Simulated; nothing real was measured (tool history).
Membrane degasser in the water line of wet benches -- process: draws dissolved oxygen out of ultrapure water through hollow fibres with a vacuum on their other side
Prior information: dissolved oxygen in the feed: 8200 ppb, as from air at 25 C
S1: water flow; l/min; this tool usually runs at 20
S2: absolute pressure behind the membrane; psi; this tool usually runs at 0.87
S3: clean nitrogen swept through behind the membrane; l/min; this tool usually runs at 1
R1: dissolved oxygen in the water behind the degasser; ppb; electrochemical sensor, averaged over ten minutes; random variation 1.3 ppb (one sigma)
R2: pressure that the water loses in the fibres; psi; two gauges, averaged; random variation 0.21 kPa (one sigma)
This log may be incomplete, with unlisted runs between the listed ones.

| run | hour | S1 | S2 | S3 | R1 | R2 |
|---|---|---|---|---|---|---|
| 1 | 0 | 20 | 0.87 | 1 | 160.2 | 7.073 |
| 2 | 97.8 | 20 | 0.87 | 0.64 | 215.6 | 7.071 |
| 3 | 212.5 | 20 | 0.87 | 0.64 | 216.1 | 7.133 |
| 4 | 344.9 | 20 | 0.87 | 0.64 | 217.5 | 7.178 |
| 5 | 483 | 20 | 0.87 | 0.64 | 221.4 | 7.143 |
| 6 | 646.9 | 20 | 0.87 | 1 | 159.8 | 7.187 |
| 7 | 791.9 | 20 | 0.87 | 1 | 152.4 | 7.198 |
| 8 | 917.1 | 20 | 0.87 | 1 | 153.1 | 7.155 |
| 9 | 1109.2 | 20 | 0.87 | 1 | 153.5 | 7.105 |
| 10 | 1230.8 | 20 | 0.87 | 1 | 153.1 | 7.139 |
| 11 | 1346.1 | 20 | 0.87 | 1 | 154.1 | 7.195 |
| 12 | 1488.1 | 20 | 0.87 | 1 | 153.3 | 7.207 |
| 13 | 1573.1 | 20 | 0.87 | 1 | 153.6 | 7.175 |
| 14 | 1731.7 | 20 | 0.87 | 1 | 153.6 | 7.213 |
| 15 | 1926.4 | 20 | 0.87 | 1 | 153.5 | 7.204 |
| 16 | 2057.3 | 20 | 0.87 | 1.67 | 109.5 | 7.187 |
| 17 | 2239.5 | 29 | 0.87 | 1 | 226.6 | 10.441 |
| 18 | 2421.4 | 20 | 0.708 | 1 | 105.2 | 7.168 |
| 19 | 2525.9 | 20 | 0.708 | 1 | 109 | 7.216 |
| 20 | 2654 | 20 | 0.776 | 0.42 | 226 | 7.24 |
| 21 | 2773.7 | 20 | 0.528 | 0.59 | 62.6 | 7.217 |
| 22 | 2960.3 | 20 | 0.528 | 0.59 | 62.7 | 7.2 |
| 23 | 3137.8 | 20 | 0.528 | 0.59 | 64.7 | 7.258 |
| 24 | 3281.3 | 14 | 0.87 | 0.42 | 204.1 | 5.021 |
| 25 | 3407.1 | 14 | 0.87 | 0.42 | 207.8 | 5.043 |
| 26 | 3543.7 | 31 | 0.937 | 1 | 271.3 | 11.268 |
| 27 | 3630.8 | 28 | 1.301 | 0.43 | 668.2 | 10.203 |
| 28 | 3788.8 | 25 | 0.84 | 1.12 | 170.5 | 9.066 |
| 29 | 3937.8 | 25 | 0.84 | 1.12 | 173.3 | 9.05 |

Taken out of this log: 2 entries between the listed runs. Where each belongs, and how the hidden state differs across it:
In the gap between runs 6 and 7: vacuum gauge calibrated (hour 719.9)
  membrane still open, %: 97.5 -> 97.4; true pressure behind the membrane over the reading, kPa: 0.15 -> -0.02; air that leaks in behind the membrane, l/min: 0.0186 -> 0.0194
  measured result minus the result with no hidden state, R1: +11.9 -> +4.5 ppb; R2: +0.181 -> +0.186 psi
In the gap between runs 23 and 24: seals of the vacuum lines changed (hour 3152.3)
  membrane still open, %: 96.2 -> 96.1; air that leaks in behind the membrane, l/min: 0.0315 -> 0.0039
  measured result minus the result with no hidden state, R1: +7.9 -> +5.1 ppb; R2: +0.278 -> +0.197 psi
